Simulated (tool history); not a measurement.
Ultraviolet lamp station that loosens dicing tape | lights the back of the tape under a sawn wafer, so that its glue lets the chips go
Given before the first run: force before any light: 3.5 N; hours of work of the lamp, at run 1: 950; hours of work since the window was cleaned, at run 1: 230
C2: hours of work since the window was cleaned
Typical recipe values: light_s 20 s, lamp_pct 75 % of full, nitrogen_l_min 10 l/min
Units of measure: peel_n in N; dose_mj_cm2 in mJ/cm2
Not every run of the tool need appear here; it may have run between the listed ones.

run 1 hour=0 | light_s=20 lamp_pct=75 nitrogen_l_min=10 | hours_of_work_of_the_lamp=950 C2=230 | peel_n=0.248 dose_mj_cm2=208
run 2 hour=95.3 | light_s=20 lamp_pct=75 nitrogen_l_min=10 | hours_of_work_of_the_lamp=1022 C2=302 | peel_n=0.225 dose_mj_cm2=209
-- hour=115.1 lamp changed
run 3 hour=188.6 | light_s=20 lamp_pct=75 nitrogen_l_min=10 | hours_of_work_of_the_lamp=55 C2=371 | peel_n=0.241 dose_mj_cm2=210
run 4 hour=275.2 | light_s=20 lamp_pct=75 nitrogen_l_min=10 | hours_of_work_of_the_lamp=120 C2=436 | peel_n=0.241 dose_mj_cm2=212
run 5 hour=369.6 | light_s=20 lamp_pct=67 nitrogen_l_min=10 | hours_of_work_of_the_lamp=191 C2=507 | peel_n=0.31 dose_mj_cm2=187
run 6 hour=437 | light_s=20 lamp_pct=67 nitrogen_l_min=10 | hours_of_work_of_the_lamp=242 C2=558 | peel_n=0.296 dose_mj_cm2=190
-- hour=442.4 window cleaned of glue's vapour
run 7 hour=537.7 | light_s=20 lamp_pct=67 nitrogen_l_min=10 | hours_of_work_of_the_lamp=318 C2=72 | peel_n=0.31 dose_mj_cm2=186
run 8 hour=611.7 | light_s=20 lamp_pct=67 nitrogen_l_min=10 | hours_of_work_of_the_lamp=373 C2=127 | peel_n=0.292 dose_mj_cm2=182
run 9 hour=714.7 | light_s=20 lamp_pct=75 nitrogen_l_min=10 | hours_of_work_of_the_lamp=451 C2=205 | peel_n=0.253 dose_mj_cm2=212
run 10 hour=793.6 | light_s=11 lamp_pct=75 nitrogen_l_min=10 | hours_of_work_of_the_lamp=510 C2=264 | peel_n=0.703 dose_mj_cm2=117
run 11 hour=875.9 | light_s=20 lamp_pct=75 nitrogen_l_min=10 | hours_of_work_of_the_lamp=572 C2=326 | peel_n=0.243 dose_mj_cm2=206
run 12 hour=959 | light_s=29 lamp_pct=75 nitrogen_l_min=10 | hours_of_work_of_the_lamp=635 C2=389 | peel_n=0.114 dose_mj_cm2=303
run 13 hour=1001.8 | light_s=20 lamp_pct=75 nitrogen_l_min=12 | hours_of_work_of_the_lamp=667 C2=421 | peel_n=0.214 dose_mj_cm2=206
run 14 hour=1050.8 | light_s=20 lamp_pct=70 nitrogen_l_min=10 | hours_of_work_of_the_lamp=704 C2=458 | peel_n=0.28 dose_mj_cm2=197
run 15 hour=1093.3 | light_s=20 lamp_pct=70 nitrogen_l_min=10 | hours_of_work_of_the_lamp=736 C2=490 | peel_n=0.285 dose_mj_cm2=192
run 16 hour=1181.6 | light_s=23 lamp_pct=65 nitrogen_l_min=10 | hours_of_work_of_the_lamp=802 C2=556 | peel_n=0.243 dose_mj_cm2=206
-- hour=1189.1 window cleaned of glue's vapour
run 17 hour=1254.6 | light_s=38 lamp_pct=78 nitrogen_l_min=4 | hours_of_work_of_the_lamp=857 C2=49 | peel_n=0.149 dose_mj_cm2=410
run 18 hour=1330.2 | light_s=17 lamp_pct=68 nitrogen_l_min=4 | hours_of_work_of_the_lamp=914 C2=106 | peel_n=0.793 dose_mj_cm2=160
run 19 hour=1378.7 | light_s=22 lamp_pct=84 nitrogen_l_min=4 | hours_of_work_of_the_lamp=950 C2=143 | peel_n=0.363 dose_mj_cm2=254
run 20 hour=1426.2 | light_s=22 lamp_pct=84 nitrogen_l_min=4 | hours_of_work_of_the_lamp=986 C2=178 | peel_n=0.373 dose_mj_cm2=260
run 21 hour=1469.6 | light_s=22 lamp_pct=84 nitrogen_l_min=4 | hours_of_work_of_the_lamp=1018 C2=211 | peel_n=0.363 dose_mj_cm2=254
-- hour=1489.2 lamp changed
run 22 hour=1531.5 | light_s=31 lamp_pct=84 nitrogen_l_min=4 | hours_of_work_of_the_lamp=32 C2=257 | peel_n=0.177 dose_mj_cm2=360
run 23 hour=1621 | light_s=31 lamp_pct=84 nitrogen_l_min=4 | hours_of_work_of_the_lamp=99 C2=324 | peel_n=0.195 dose_mj_cm2=363
run 24 hour=1689.4 | light_s=11 lamp_pct=89 nitrogen_l_min=4 | hours_of_work_of_the_lamp=151 C2=376 | peel_n=0.963 dose_mj_cm2=136
run 25 hour=1779.9 | light_s=16 lamp_pct=75 nitrogen_l_min=16 | hours_of_work_of_the_lamp=219 C2=444 | peel_n=0.271 dose_mj_cm2=166
run 26 hour=1823.8 | light_s=27 lamp_pct=75 nitrogen_l_min=14 | hours_of_work_of_the_lamp=252 C2=477 | peel_n=0.111 dose_mj_cm2=280
run 27 hour=1889.4 | light_s=27 lamp_pct=64 nitrogen_l_min=7 | hours_of_work_of_the_lamp=301 C2=526 | peel_n=0.261 dose_mj_cm2=240
-- hour=1935.9 window cleaned of glue's vapour
run 28 hour=1981.8 | light_s=22 lamp_pct=64 nitrogen_l_min=16 | hours_of_work_of_the_lamp=370 C2=35 | peel_n=0.202 dose_mj_cm2=194
run 29 hour=2024 | light_s=26 lamp_pct=74 nitrogen_l_min=16 | hours_of_work_of_the_lamp=402 C2=66 | peel_n=0.11 dose_mj_cm2=270

Alternative continuations, all from the tool just after run 29; predict every row:
run A hour=2070.1 | light_s=39 lamp_pct=66 nitrogen_l_min=5 | hours_of_work_of_the_lamp=437 C2=101 | peel_n=? dose_mj_cm2=?
run B hour=2070.1 | light_s=20 lamp_pct=66 nitrogen_l_min=11 | hours_of_work_of_the_lamp=437 C2=101 | peel_n=? dose_mj_cm2=?
run C hour=2070.1 | light_s=15 lamp_pct=78 nitrogen_l_min=15 | hours_of_work_of_the_lamp=437 C2=101 | peel_n=? dose_mj_cm2=?
run D hour=2070.1 | light_s=20 lamp_pct=72 nitrogen_l_min=7 | hours_of_work_of_the_lamp=437 C2=101 | peel_n=? dose_mj_cm2=?
run E hour=2070.1 | light_s=17 lamp_pct=60 nitrogen_l_min=4 | hours_of_work_of_the_lamp=437 C2=101 | peel_n=? dose_mj_cm2=?

run=A peel_n=0.164 dose_mj_cm2=359
run=B peel_n=0.279 dose_mj_cm2=187
run=C peel_n=0.295 dose_mj_cm2=165
run=D peel_n=0.341 dose_mj_cm2=199
run=E peel_n=0.95 dose_mj_cm2=144
Without the tool's hidden state the same runs would have given:
run=A peel_n=0.163 dose_mj_cm2=360
run=B peel_n=0.277 dose_mj_cm2=188
run=C peel_n=0.293 dose_mj_cm2=165
run=D peel_n=0.339 dose_mj_cm2=199
run=E peel_n=0.947 dose_mj_cm2=144

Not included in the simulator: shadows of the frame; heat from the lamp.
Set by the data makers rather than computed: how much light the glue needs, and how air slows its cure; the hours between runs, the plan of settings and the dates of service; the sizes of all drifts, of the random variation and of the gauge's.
